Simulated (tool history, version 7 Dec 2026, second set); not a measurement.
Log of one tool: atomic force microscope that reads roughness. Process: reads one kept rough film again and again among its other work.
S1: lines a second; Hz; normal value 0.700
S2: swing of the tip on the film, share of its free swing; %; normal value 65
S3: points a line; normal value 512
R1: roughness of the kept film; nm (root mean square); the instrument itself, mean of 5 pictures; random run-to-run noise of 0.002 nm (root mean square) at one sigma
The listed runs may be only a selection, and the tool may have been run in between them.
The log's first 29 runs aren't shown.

run 30 hour=325.0 | S1=1.648 S2=62 S3=627 | R1=1.114
run 31 hour=333.0 | S1=0.868 S2=65 S3=724 | R1=1.130
-- hour=337.7 height scale calibrated on a step standard, once more
run 32 hour=348.1 | S1=0.700 S2=65 S3=320 | R1=1.127
run 33 hour=356.3 | S1=0.700 S2=65 S3=570 | R1=1.131
run 34 hour=364.7 | S1=0.869 S2=57 S3=808 | R1=1.138
run 35 hour=372.8 | S1=1.467 S2=71 S3=512 | R1=1.074
run 36 hour=382.4 | S1=3.332 S2=79 S3=894 | R1=0.918
run 37 hour=396.3 | S1=3.332 S2=79 S3=894 | R1=0.914
run 38 hour=408.3 | S1=0.512 S2=89 S3=376 | R1=1.084
run 39 hour=416.7 | S1=0.512 S2=89 S3=376 | R1=1.077
run 40 hour=431.8 | S1=0.512 S2=89 S3=376 | R1=1.077
run 41 hour=441.9 | S1=0.544 S2=58 S3=376 | R1=1.133
run 42 hour=457.7 | S1=2.789 S2=78 S3=1022 | R1=0.950
run 43 hour=473.0 | S1=2.789 S2=78 S3=1022 | R1=0.949
run 44 hour=480.4 | S1=0.700 S2=65 S3=508 | R1=1.114
run 45 hour=488.6 | S1=0.635 S2=73 S3=316 | R1=1.102
run 46 hour=500.9 | S1=0.632 S2=81 S3=608 | R1=1.084
run 47 hour=512.6 | S1=1.879 S2=63 S3=386 | R1=1.076
run 48 hour=524.5 | S1=0.866 S2=63 S3=721 | R1=1.106
run 49 hour=535.5 | S1=0.866 S2=63 S3=721 | R1=1.108
run 50 hour=544.6 | S1=0.670 S2=61 S3=636 | R1=1.116
run 51 hour=551.8 | S1=2.999 S2=79 S3=430 | R1=0.920
-- hour=557.8 new tip fitted
run 52 hour=568.7 | S1=3.474 S2=65 S3=492 | R1=1.036

3 options for the next run, each taken on its own from the tool as it stands now. Forecast them:
run A hour=577.1 | S1=0.630 S2=80 S3=794 | R1=?
run B hour=577.1 | S1=2.293 S2=68 S3=596 | R1=?
run C hour=577.1 | S1=2.041 S2=65 S3=434 | R1=?

run=A R1=1.105
run=B R1=1.056
run=C R1=1.084
Without the tool's hidden state the same runs would have given:
run=A R1=1.107
run=B R1=1.058
run=C R1=1.086

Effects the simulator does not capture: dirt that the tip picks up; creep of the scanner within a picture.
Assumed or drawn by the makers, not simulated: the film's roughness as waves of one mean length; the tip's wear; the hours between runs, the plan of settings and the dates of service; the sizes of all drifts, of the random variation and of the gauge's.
